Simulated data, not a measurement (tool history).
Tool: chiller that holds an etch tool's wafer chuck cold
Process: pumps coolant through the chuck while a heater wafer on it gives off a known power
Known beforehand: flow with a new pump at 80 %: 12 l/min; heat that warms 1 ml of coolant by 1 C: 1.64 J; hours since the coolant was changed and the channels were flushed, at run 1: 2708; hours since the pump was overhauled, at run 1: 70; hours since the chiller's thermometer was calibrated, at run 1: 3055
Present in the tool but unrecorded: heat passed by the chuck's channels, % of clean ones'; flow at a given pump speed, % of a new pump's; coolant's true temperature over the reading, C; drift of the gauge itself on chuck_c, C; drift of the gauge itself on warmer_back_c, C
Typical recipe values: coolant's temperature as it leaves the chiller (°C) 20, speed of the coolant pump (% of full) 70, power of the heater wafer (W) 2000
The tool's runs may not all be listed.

run	hour	coolant's temperature as it leaves the chiller (°C)	speed of the coolant pump (% of full)	power of the heater wafer (W)	hours since the coolant was changed and the channels were flushed	hours since the pump was overhauled	hours since the chiller's thermometer was calibrated	chuck's temperature once it has settled (°C)	how much warmer the coolant comes back (C)
1	0.0	20	70	2000	2708	70	3055	35.7	6.99
2	32.8	20	70	2000	2741	103	3088	35.5	7.08
3	57.9	20	70	2000	2766	128	3113	35.7	7.03
4	93.8	20	70	2000	2802	164	3149	35.8	7.07
5	142.4	20	70	2000	2850	212	3197	35.7	7.04
6	179.6	20	70	2000	2887	250	3235	35.7	7.15
7	230.3	20	70	1020	2938	300	3285	28.1	3.66
8	279.7	12	79	2144	2988	350	3335	27.4	6.72
9	308.8	20	95	2000	3017	379	3364	32.5	5.14
10	344.1	14	72	1038	3052	414	3399	22.1	3.68
11	384.5	23	72	1295	3092	454	3439	32.9	4.64
12	421.2	24	72	2311	3129	491	3476	41.8	8.02
13	456.2	13	91	1082	3164	526	3511	19.9	3.00
14	488.8	24	70	2437	3197	559	3544	43.0	8.77

Per-run results on a tool with no hidden state, each run keeping its own random variation:
run	how much warmer the coolant comes back (C)
1	6.99
2	7.07
3	7.00
4	7.03
5	6.99
6	7.08
7	3.57
8	6.61
9	5.02
10	3.55
11	4.49
12	7.86
13	2.83
14	8.58
chuck's temperature once it has settled (°C) without the hidden state equals the measured value, run for run.
